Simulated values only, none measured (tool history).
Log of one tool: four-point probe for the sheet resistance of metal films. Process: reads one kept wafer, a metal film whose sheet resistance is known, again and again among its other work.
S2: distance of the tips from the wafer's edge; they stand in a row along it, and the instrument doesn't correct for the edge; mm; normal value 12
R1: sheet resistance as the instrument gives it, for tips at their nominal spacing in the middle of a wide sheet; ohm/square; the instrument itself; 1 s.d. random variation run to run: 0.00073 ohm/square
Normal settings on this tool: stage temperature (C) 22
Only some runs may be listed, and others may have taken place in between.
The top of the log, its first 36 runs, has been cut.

{"run": 37, "hour": 2171.3, "stage temperature (C)": 30, "S2": 5, "R1": 3.808756}
{"run": 38, "hour": 2228.2, "stage temperature (C)": 22, "S2": 53, "R1": 3.663124}
{"run": 39, "hour": 2264.4, "stage temperature (C)": 22, "S2": 53, "R1": 3.6631}
{"run": 40, "hour": 2343.6, "stage temperature (C)": 19, "S2": 6, "R1": 3.740738}
{"run": 41, "hour": 2382.0, "stage temperature (C)": 25, "S2": 26, "R1": 3.676699}
{"run": 42, "hour": 2456.8, "stage temperature (C)": 25, "S2": 26, "R1": 3.677371}
{"run": 43, "hour": 2495.1, "stage temperature (C)": 25, "S2": 26, "R1": 3.678091}
{"run": 44, "hour": 2542.3, "stage temperature (C)": 25, "S2": 26, "R1": 3.677036}
{"run": 45, "hour": 2577.5, "stage temperature (C)": 25, "S2": 26, "R1": 3.678199}

Branching from run 45: 4 alternative next runs. What would each branch give?
{"run": "A", "hour": 2647.2, "stage temperature (C)": 22, "S2": 9, "R1": "?"}
{"run": "B", "hour": 2647.2, "stage temperature (C)": 28, "S2": 11, "R1": "?"}
{"run": "C", "hour": 2647.2, "stage temperature (C)": 18, "S2": 20, "R1": "?"}
{"run": "D", "hour": 2647.2, "stage temperature (C)": 25, "S2": 16, "R1": "?"}

run=A R1=3.703832
run=B R1=3.709730
run=C R1=3.660805
run=D R1=3.688058
The same runs, with their run-to-run variation unchanged, on a tool lacking any hidden condition would have given:
run=A R1=3.685471
run=B R1=3.691252
run=C R1=3.642698
run=D R1=3.669722
